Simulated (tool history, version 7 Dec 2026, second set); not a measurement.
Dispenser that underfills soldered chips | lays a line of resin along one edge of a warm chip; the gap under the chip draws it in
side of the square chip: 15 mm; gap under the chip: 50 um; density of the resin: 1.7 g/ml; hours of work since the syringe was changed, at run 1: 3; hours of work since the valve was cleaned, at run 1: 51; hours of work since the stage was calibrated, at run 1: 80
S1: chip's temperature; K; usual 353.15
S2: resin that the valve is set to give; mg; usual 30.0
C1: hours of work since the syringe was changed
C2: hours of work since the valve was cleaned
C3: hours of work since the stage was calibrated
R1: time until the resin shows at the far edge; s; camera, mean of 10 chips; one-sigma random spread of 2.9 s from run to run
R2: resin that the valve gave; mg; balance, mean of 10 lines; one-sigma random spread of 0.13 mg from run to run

run   hour      S1    S2  C1  C2   C3     R1     R2
  1    0.0  353.15  30.0   3  51   80  346.5  29.29
       7.2  -- new syringe of resin
  2   11.9  350.15  30.0   3  58   88  393.7  29.05
      18.0  -- new syringe of resin
  3   18.7  353.15  36.4   0  62   92  290.5  35.23
  4   26.2  353.15  36.4   5  67   96  395.4  35.36
      29.1  -- new syringe of resin
  5   38.9  353.15  36.4   6  75  104  418.6  35.35
      39.8  -- new syringe of resin
  6   45.6  353.15  36.4   4  79  108  364.9  34.90
      50.9  -- new syringe of resin
  7   51.2  353.15  30.0   0  82  112  293.4  28.70
  8   59.9  353.15  30.0   6  88  117  407.9  28.88
      62.3  -- new syringe of resin
  9   68.1  353.15  30.0   4  93  122  363.5  28.75
      74.0  -- new syringe of resin
      78.4  -- dispensing valve cleaned and set on the balance
 10   80.6  353.15  30.0   4   1  129  356.1  30.11
      86.4  -- new syringe of resin
 11   93.5  353.15  30.0   4   9  137  382.3  29.99
      97.6  -- new syringe of resin
 12  102.8  353.15  30.0   3  15  143  351.0  29.88
     108.4  -- new syringe of resin
 13  116.2  341.15  30.0   5  23  151  639.1  29.81
     119.9  -- new syringe of resin
 14  123.1  341.15  30.0   2  28  155  543.6  29.70
     130.6  -- new syringe of resin
 15  131.8  341.15  30.0   1  33  161  506.8  29.44
     141.6  -- new syringe of resin
 16  144.2  353.15  26.3   2  41  168  324.7  25.86
     152.5  -- new syringe of resin
 17  155.9  349.15  26.3   2  48  176  397.2  25.63
     163.3  -- new syringe of resin
 18  164.9  353.15  32.3   1  53  181  302.7  31.41
     174.7  -- new syringe of resin
 19  175.6  353.15  29.2   1  60  188  296.4  28.26
     185.9  -- new syringe of resin
 20  185.9  355.15  29.2   0  66  194  266.6  28.20
     197.1  -- new syringe of resin
 21  197.3  355.15  29.2   0  73  201  266.8  28.35
 22  203.1  355.15  29.2   4  77  205  332.2  28.22
     208.6  -- new syringe of resin
 23  208.8  358.15  28.1   0  80  208  234.3  27.15
     219.6  -- new syringe of resin
 24  219.6  353.15  34.0   0  87  215  277.6  32.59
     231.1  -- new syringe of resin
 25  231.4  339.15  37.2   0  94  222  522.9  35.70
     238.7  -- dispensing valve cleaned and set on the balance
 26  242.0  339.15  37.2   6   2  228  742.1  36.93
     243.1  -- new syringe of resin
     254.1  -- new syringe of resin
 27  254.1  339.15  37.2   0   9  236  511.3  36.89
 28  263.8  349.15  30.0   6  16  242  491.8  29.91
     264.9  -- new syringe of resin
 29  273.3  352.15  27.6   5  21  248  412.3  27.29
     275.7  -- new syringe of resin
 30  285.7  361.15  30.9   6  29  255  298.5  30.26
     287.2  -- new syringe of resin
     298.2  -- new syringe of resin
 31  298.2  361.15  30.9   0  37  263  200.7  30.28
 32  307.5  342.15  30.0   6  42  269  636.9  29.39
     309.5  -- new syringe of resin
 33  318.3  356.15  35.5   6  49  275  343.1  34.63
     320.9  -- new syringe of resin
 34  327.5  356.15  35.5   4  55  281  310.9  34.41

Each row is a separate what-if for the run after 34, all from the same tool condition, not one after another. Results?
     332.5  -- new syringe of resin
  A  337.1  344.15  36.3   3  61  287   ?   ?
     332.5  -- new syringe of resin
  B  337.1  367.15  31.3   3  61  287   ?   ?
     332.5  -- new syringe of resin
  C  337.1  361.15  36.1   3  61  287   ?   ?

run     R1     R2
  A  482.6  35.22
  B  186.2  30.52
  C  232.0  35.09
Take away the tool's hidden state, keep each run's random variation, and the runs would have read:
run     R1     R2
  A  428.9  36.30
  B  164.1  31.46
  C  205.2  36.16
